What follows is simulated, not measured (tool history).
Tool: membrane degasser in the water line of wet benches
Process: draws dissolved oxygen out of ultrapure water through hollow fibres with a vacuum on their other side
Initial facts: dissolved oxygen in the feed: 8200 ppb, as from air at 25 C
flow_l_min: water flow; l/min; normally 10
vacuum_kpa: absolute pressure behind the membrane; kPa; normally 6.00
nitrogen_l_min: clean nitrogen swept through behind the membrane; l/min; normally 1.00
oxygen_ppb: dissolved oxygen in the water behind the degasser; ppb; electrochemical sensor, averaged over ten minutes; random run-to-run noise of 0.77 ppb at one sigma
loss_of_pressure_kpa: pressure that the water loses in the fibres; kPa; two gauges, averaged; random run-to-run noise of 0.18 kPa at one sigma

{"run": 1, "hour": 0.0, "flow_l_min": 10, "vacuum_kpa": 6.0, "nitrogen_l_min": 1.0, "oxygen_ppb": 69.6, "loss_of_pressure_kpa": 32.94}
{"run": 2, "hour": 96.5, "flow_l_min": 10, "vacuum_kpa": 6.0, "nitrogen_l_min": 1.0, "oxygen_ppb": 71.2, "loss_of_pressure_kpa": 32.87}
{"run": 3, "hour": 190.9, "flow_l_min": 10, "vacuum_kpa": 6.0, "nitrogen_l_min": 1.0, "oxygen_ppb": 70.0, "loss_of_pressure_kpa": 32.8}
{"run": 4, "hour": 277.2, "flow_l_min": 10, "vacuum_kpa": 6.0, "nitrogen_l_min": 1.0, "oxygen_ppb": 70.9, "loss_of_pressure_kpa": 32.79}
{"run": 5, "hour": 361.2, "flow_l_min": 10, "vacuum_kpa": 6.0, "nitrogen_l_min": 1.0, "oxygen_ppb": 71.1, "loss_of_pressure_kpa": 32.79}
{"run": 6, "hour": 485.8, "flow_l_min": 10, "vacuum_kpa": 6.0, "nitrogen_l_min": 1.0, "oxygen_ppb": 71.4, "loss_of_pressure_kpa": 32.81}
{"run": 7, "hour": 586.5, "flow_l_min": 10, "vacuum_kpa": 6.0, "nitrogen_l_min": 1.0, "oxygen_ppb": 70.9, "loss_of_pressure_kpa": 32.69}
{"run": 8, "hour": 650.5, "flow_l_min": 10, "vacuum_kpa": 6.0, "nitrogen_l_min": 2.61, "oxygen_ppb": 31.4, "loss_of_pressure_kpa": 32.87}
{"run": 9, "hour": 778.1, "flow_l_min": 10, "vacuum_kpa": 6.0, "nitrogen_l_min": 2.61, "oxygen_ppb": 31.4, "loss_of_pressure_kpa": 32.78}
{"run": 10, "hour": 861.5, "flow_l_min": 10, "vacuum_kpa": 6.0, "nitrogen_l_min": 2.61, "oxygen_ppb": 30.3, "loss_of_pressure_kpa": 32.97}
{"run": 11, "hour": 979.5, "flow_l_min": 12, "vacuum_kpa": 9.32, "nitrogen_l_min": 1.0, "oxygen_ppb": 178.4, "loss_of_pressure_kpa": 39.55}
{"run": 12, "hour": 1067.8, "flow_l_min": 7, "vacuum_kpa": 7.42, "nitrogen_l_min": 1.97, "oxygen_ppb": 37.5, "loss_of_pressure_kpa": 22.82}
{"run": 13, "hour": 1176.6, "flow_l_min": 8, "vacuum_kpa": 3.7, "nitrogen_l_min": 1.21, "oxygen_ppb": 9.0, "loss_of_pressure_kpa": 26.18}
{"run": 14, "hour": 1289.5, "flow_l_min": 8, "vacuum_kpa": 3.7, "nitrogen_l_min": 1.82, "oxygen_ppb": 7.6, "loss_of_pressure_kpa": 26.31}

Run 15, settings as shown, results not yet in. Your forecast:
{"run": 15, "hour": 1398.9, "flow_l_min": 10, "vacuum_kpa": 6.65, "nitrogen_l_min": 1.1, "oxygen_ppb": "?", "loss_of_pressure_kpa": "?"}

{"run 15": {"oxygen_ppb": 79.4, "loss_of_pressure_kpa": 33.22}}
Had the tool carried no hidden state, the very same run would have given oxygen_ppb 79.3 ppb, loss_of_pressure_kpa 33.21 kPa.
